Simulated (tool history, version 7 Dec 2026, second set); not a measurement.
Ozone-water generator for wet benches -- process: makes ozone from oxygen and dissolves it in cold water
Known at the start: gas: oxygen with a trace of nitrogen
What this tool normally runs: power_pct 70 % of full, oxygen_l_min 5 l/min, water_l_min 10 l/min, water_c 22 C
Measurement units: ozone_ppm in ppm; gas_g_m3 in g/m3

Run 1, hour 0: usual settings. Result: ozone_ppm 21 ppm, gas_g_m3 160.5 g/m3.
Run 2, hour 63.1: usual settings. Result: ozone_ppm 20.9 ppm, gas_g_m3 159.9 g/m3.
Run 3, hour 154.6: usual settings. Result: ozone_ppm 21.2 ppm, gas_g_m3 160.8 g/m3.
Run 4, hour 195.8: usual settings. Result: ozone_ppm 20.8 ppm, gas_g_m3 160.2 g/m3.
Run 5, hour 247.7: usual settings. Result: ozone_ppm 20.7 ppm, gas_g_m3 160.9 g/m3.
Run 6, hour 325.7: usual settings but power_pct 40 % of full. Result: ozone_ppm 15.1 ppm, gas_g_m3 115.9 g/m3.
Run 7, hour 381.9: usual settings but power_pct 40 % of full. Result: ozone_ppm 14.9 ppm, gas_g_m3 116.5 g/m3.
Run 8, hour 425.8: usual settings but power_pct 40 % of full. Result: ozone_ppm 14.9 ppm, gas_g_m3 117.2 g/m3.
Run 9, hour 498: usual settings but power_pct 50 % of full. Result: ozone_ppm 17.1 ppm, gas_g_m3 131.6 g/m3.
Run 10, hour 569: usual settings but power_pct 62 % of full. Result: ozone_ppm 19.1 ppm, gas_g_m3 148.6 g/m3.
Run 11, hour 630: usual settings but power_pct 62 % of full. Result: ozone_ppm 19 ppm, gas_g_m3 148.1 g/m3.
Run 12, hour 703.9: usual settings but power_pct 62 % of full. Result: ozone_ppm 19 ppm, gas_g_m3 148.6 g/m3.
Run 13, hour 748.4: usual settings but power_pct 62 % of full. Result: ozone_ppm 18.9 ppm, gas_g_m3 147.8 g/m3.
Run 14, hour 796.2: usual settings but power_pct 76 % of full. Result: ozone_ppm 21.1 ppm, gas_g_m3 166.3 g/m3.
Run 15, hour 857.7: usual settings but power_pct 72 % of full, water_l_min 8 l/min. Result: ozone_ppm 23.8 ppm, gas_g_m3 160.6 g/m3.
Run 16, hour 903.2: usual settings but power_pct 72 % of full, water_l_min 8 l/min. Result: ozone_ppm 23.7 ppm, gas_g_m3 159.9 g/m3.
Run 17, hour 983.9: usual settings but power_pct 71 % of full, water_l_min 8 l/min, water_c 19 C. Result: ozone_ppm 24.7 ppm, gas_g_m3 159.9 g/m3.
Run 18, hour 1022.8: usual settings but power_pct 79 % of full, water_l_min 14 l/min, water_c 15 C. Result: ozone_ppm 19.1 ppm, gas_g_m3 168.1 g/m3.
Run 19, hour 1109.5: usual settings but power_pct 97 % of full, water_l_min 14 l/min, water_c 15 C. Result: ozone_ppm 21.3 ppm, gas_g_m3 189.4 g/m3.
Run 20, hour 1160.4: usual settings but power_pct 97 % of full, water_l_min 9 l/min, water_c 17 C. Result: ozone_ppm 28.6 ppm, gas_g_m3 186.9 g/m3.
Run 21, hour 1229.6: usual settings but power_pct 43 % of full, oxygen_l_min 4.18 l/min. Result: ozone_ppm 15.2 ppm, gas_g_m3 126.2 g/m3.
Run 22, hour 1283.1: usual settings but power_pct 43 % of full, oxygen_l_min 4.18 l/min, water_c 25 C. Result: ozone_ppm 14.3 ppm, gas_g_m3 125.7 g/m3.
Run 23, hour 1363.7: usual settings but power_pct 81 % of full, water_l_min 12 l/min. Result: ozone_ppm 19.3 ppm, gas_g_m3 166.9 g/m3.
Run 24, hour 1441.1: usual settings but oxygen_l_min 2.51 l/min, water_l_min 7 l/min. Result: ozone_ppm 24.4 ppm, gas_g_m3 198.3 g/m3.

3 options for the next run, each taken on its own from the tool as it stands now. Forecast them:
Run A, hour 1511.2: usual settings but power_pct 69 % of full, oxygen_l_min 2.51 l/min, water_l_min 11 l/min, water_c 16 C. Result: ozone_ppm ?, gas_g_m3 ?.
Run B, hour 1511.2: usual settings but oxygen_l_min 7.86 l/min, water_l_min 12 l/min. Result: ozone_ppm ?, gas_g_m3 ?.
Run C, hour 1511.2: usual settings but oxygen_l_min 4.15 l/min, water_c 16 C. Result: ozone_ppm ?, gas_g_m3 ?.

run  ozone_ppm  gas_g_m3
  A       18.5     193.7
  B       17.6     134.1
  C       22.1       164
Had the tool no hidden state, the same runs would have come out as:
run  ozone_ppm  gas_g_m3
  A       20.9     211.3
  B         20     146.4
  C       24.9     179.1

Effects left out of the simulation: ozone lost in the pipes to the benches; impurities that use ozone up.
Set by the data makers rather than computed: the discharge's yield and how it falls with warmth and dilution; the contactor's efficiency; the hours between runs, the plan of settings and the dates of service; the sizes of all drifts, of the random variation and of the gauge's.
